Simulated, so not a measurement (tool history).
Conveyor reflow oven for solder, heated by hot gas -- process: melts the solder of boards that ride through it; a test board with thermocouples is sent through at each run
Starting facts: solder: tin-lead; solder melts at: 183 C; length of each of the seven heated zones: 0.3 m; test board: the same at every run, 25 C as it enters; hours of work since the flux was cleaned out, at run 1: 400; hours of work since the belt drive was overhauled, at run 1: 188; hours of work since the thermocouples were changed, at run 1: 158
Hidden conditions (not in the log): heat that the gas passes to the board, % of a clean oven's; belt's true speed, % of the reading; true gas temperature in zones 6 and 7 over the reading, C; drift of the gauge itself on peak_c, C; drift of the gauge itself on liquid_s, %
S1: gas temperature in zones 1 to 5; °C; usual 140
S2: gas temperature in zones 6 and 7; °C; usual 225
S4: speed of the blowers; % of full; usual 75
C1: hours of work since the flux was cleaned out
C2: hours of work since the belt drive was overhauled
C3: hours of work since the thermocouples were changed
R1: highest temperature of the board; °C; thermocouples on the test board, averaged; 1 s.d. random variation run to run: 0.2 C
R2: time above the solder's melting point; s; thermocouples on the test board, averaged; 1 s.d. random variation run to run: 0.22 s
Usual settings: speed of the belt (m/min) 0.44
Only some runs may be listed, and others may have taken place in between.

run 1 day=0 | S1=140 S2=225 speed_of_the_belt_(m/min)=0.44 S4=75 | C1=400 C2=188 C3=158 | R1=214.3 R2=61.2
run 2 day=1.042 | S1=140 S2=225 speed_of_the_belt_(m/min)=0.44 S4=75 | C1=416 C2=204 C3=174 | R1=214.4 R2=60.9
run 3 day=1.967 | S1=127 S2=225 speed_of_the_belt_(m/min)=0.44 S4=75 | C1=430 C2=218 C3=188 | R1=212.6 R2=55
run 4 day=3.121 | S1=140 S2=225 speed_of_the_belt_(m/min)=0.44 S4=75 | C1=448 C2=236 C3=206 | R1=214.4 R2=60.8
run 5 day=3.762 | S1=140 S2=225 speed_of_the_belt_(m/min)=0.44 S4=75 | C1=458 C2=245 C3=216 | R1=214.7 R2=60.7
-- day=4.042 flux residue cleaned out of gas plates and filters
run 6 day=4.925 | S1=140 S2=225 speed_of_the_belt_(m/min)=0.44 S4=75 | C1=14 C2=260 C3=231 | R1=214.6 R2=61.3
run 7 day=6.021 | S1=142 S2=215 speed_of_the_belt_(m/min)=0.431 S4=75 | C1=30 C2=277 C3=247 | R1=205.7 R2=55.8
run 8 day=7.208 | S1=142 S2=215 speed_of_the_belt_(m/min)=0.431 S4=75 | C1=49 C2=295 C3=266 | R1=206 R2=55.9
run 9 day=8.629 | S1=136 S2=215 speed_of_the_belt_(m/min)=0.431 S4=81 | C1=71 C2=317 C3=288 | R1=205.6 R2=53.5
run 10 day=9.571 | S1=140 S2=225 speed_of_the_belt_(m/min)=0.521 S4=88 | C1=85 C2=332 C3=302 | R1=211.5 R2=48.8
run 11 day=10.658 | S1=130 S2=220 speed_of_the_belt_(m/min)=0.522 S4=88 | C1=102 C2=348 C3=319 | R1=205.3 R2=39.6
run 12 day=11.954 | S1=133 S2=225 speed_of_the_belt_(m/min)=0.44 S4=57 | C1=122 C2=368 C3=339 | R1=210.4 R2=54.6

What differs in the tool's unlogged condition from the final listed run ahead of each entry between runs to the first listed run following it?
Run 5 -> run 6: flux residue cleaned out of gas plates and filters (day 4.042)
  heat that the gas passes to the board, % of a clean oven's: 99.8 -> 100
